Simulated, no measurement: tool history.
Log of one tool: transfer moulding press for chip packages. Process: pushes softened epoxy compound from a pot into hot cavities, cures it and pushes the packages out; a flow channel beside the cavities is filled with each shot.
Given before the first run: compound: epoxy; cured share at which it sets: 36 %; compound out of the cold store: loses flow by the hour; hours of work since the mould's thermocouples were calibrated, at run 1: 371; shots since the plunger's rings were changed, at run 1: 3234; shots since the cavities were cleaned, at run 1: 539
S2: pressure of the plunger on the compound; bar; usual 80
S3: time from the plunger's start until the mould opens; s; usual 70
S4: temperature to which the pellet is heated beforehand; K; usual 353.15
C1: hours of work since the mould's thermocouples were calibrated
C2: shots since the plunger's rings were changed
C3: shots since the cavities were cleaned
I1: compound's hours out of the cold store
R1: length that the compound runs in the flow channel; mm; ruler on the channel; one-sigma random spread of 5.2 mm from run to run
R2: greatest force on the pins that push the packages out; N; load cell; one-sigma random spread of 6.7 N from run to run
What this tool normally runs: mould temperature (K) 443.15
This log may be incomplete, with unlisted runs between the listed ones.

run 1 day=0 | mould_temperature_(K)=443.15 S2=80 S3=70 S4=353.15 | C1=371 C2=3234 C3=539 | I1=36.8 | R1=760 R2=511
run 2 day=0.654 | mould_temperature_(K)=443.15 S2=80 S3=70 S4=353.15 | C1=380 C2=3473 C3=778 | I1=23.4 | R1=808 R2=561
run 3 day=1.375 | mould_temperature_(K)=443.15 S2=80 S3=70 S4=353.15 | C1=390 C2=3736 C3=1041 | I1=41.2 | R1=728 R2=548
-- day=1.575 cavities cleaned with cleaning compound and waxed
run 4 day=1.829 | mould_temperature_(K)=443.15 S2=80 S3=70 S4=353.15 | C1=396 C2=3879 C3=92 | I1=41.4 | R1=737 R2=332
run 5 day=2.246 | mould_temperature_(K)=443.15 S2=80 S3=70 S4=353.15 | C1=402 C2=4032 C3=245 | I1=37.6 | R1=748 R2=410
run 6 day=3.108 | mould_temperature_(K)=443.15 S2=80 S3=80 S4=353.15 | C1=414 C2=4348 C3=561 | I1=12.3 | R1=849 R2=452
run 7 day=3.55 | mould_temperature_(K)=443.15 S2=80 S3=80 S4=353.15 | C1=420 C2=4508 C3=721 | I1=10 | R1=846 R2=468
run 8 day=4.179 | mould_temperature_(K)=443.15 S2=80 S3=70 S4=353.15 | C1=429 C2=4738 C3=951 | I1=26.9 | R1=776 R2=575
-- day=4.608 cavities cleaned with cleaning compound and waxed
run 9 day=5.012 | mould_temperature_(K)=443.15 S2=80 S3=70 S4=353.15 | C1=440 C2=5020 C3=147 | I1=42.5 | R1=718 R2=365
-- day=5.312 mould's thermocouples calibrated
run 10 day=5.55 | mould_temperature_(K)=443.15 S2=80 S3=70 S4=353.15 | C1=3 C2=5187 C3=314 | I1=45.2 | R1=717 R2=441
run 11 day=6.054 | mould_temperature_(K)=443.15 S2=80 S3=70 S4=353.15 | C1=10 C2=5371 C3=498 | I1=36.5 | R1=741 R2=488
run 12 day=6.654 | mould_temperature_(K)=443.15 S2=80 S3=50 S4=354.15 | C1=19 C2=5590 C3=717 | I1=32.3 | R1=736 R2=1142
run 13 day=7.333 | mould_temperature_(K)=449.15 S2=80 S3=52 S4=354.15 | C1=28 C2=5839 C3=966 | I1=16.4 | R1=781 R2=749
-- day=7.554 plunger's sealing rings changed
-- day=7.817 cavities cleaned with cleaning compound and waxed
run 14 day=8.162 | mould_temperature_(K)=449.15 S2=80 S3=52 S4=354.15 | C1=37 C2=199 C3=126 | I1=44.4 | R1=741 R2=430
run 15 day=8.762 | mould_temperature_(K)=443.15 S2=80 S3=70 S4=353.15 | C1=46 C2=420 C3=347 | I1=19.6 | R1=857 R2=466
run 16 day=9.229 | mould_temperature_(K)=443.15 S2=61.6 S3=99 S4=353.15 | C1=52 C2=589 C3=516 | I1=36.4 | R1=684 R2=405
run 17 day=9.862 | mould_temperature_(K)=443.15 S2=80 S3=70 S4=358.15 | C1=61 C2=822 C3=749 | I1=34.5 | R1=798 R2=526
run 18 day=10.275 | mould_temperature_(K)=443.15 S2=80 S3=70 S4=358.15 | C1=67 C2=973 C3=900 | I1=36.4 | R1=778 R2=573
-- day=10.838 cavities cleaned with cleaning compound and waxed
run 19 day=11.004 | mould_temperature_(K)=443.15 S2=80 S3=70 S4=358.15 | C1=76 C2=1215 C3=61 | I1=42.6 | R1=752 R2=313
run 20 day=11.592 | mould_temperature_(K)=438.15 S2=83.4 S3=66 S4=348.15 | C1=85 C2=1431 C3=277 | I1=11.3 | R1=930 R2=718
run 21 day=12.079 | mould_temperature_(K)=438.15 S2=83.4 S3=66 S4=348.15 | C1=91 C2=1608 C3=454 | I1=32.6 | R1=835 R2=733

Measured result minus the same run's result without the hidden state. Both carry the same run-to-run variation, though not necessarily the same gauge scatter:
Hidden state present: true mould temperature over the reading, C; pressure that reaches the compound, % of what is set; grip of the stained cavities, % over clean ones'; drift of the gauge itself on flow_mm, %; drift of the gauge itself on push_out_n, %.
run=1 R1=-36 R2=+234
run=2 R1=-41 R2=+278
run=3 R1=-40 R2=+294
run=4 R1=-42 R2=+57
run=5 R1=-44 R2=+134
run=6 R1=-54 R2=+207
run=7 R1=-57 R2=+229
run=8 R1=-54 R2=+300
run=9 R1=-54 R2=+97
run=10 R1=-57 R2=+163
run=11 R1=-61 R2=+217
run=12 R1=-64 R2=+559
run=13 R1=-70 R2=+391
run=14 R1=-4 R2=+94
run=15 R1=-8 R2=+181
run=16 R1=-8 R2=+185
run=17 R1=-12 R2=+260
run=18 R1=-14 R2=+293
run=19 R1=-16 R2=+42
run=20 R1=-22 R2=+252
run=21 R1=-21 R2=+311
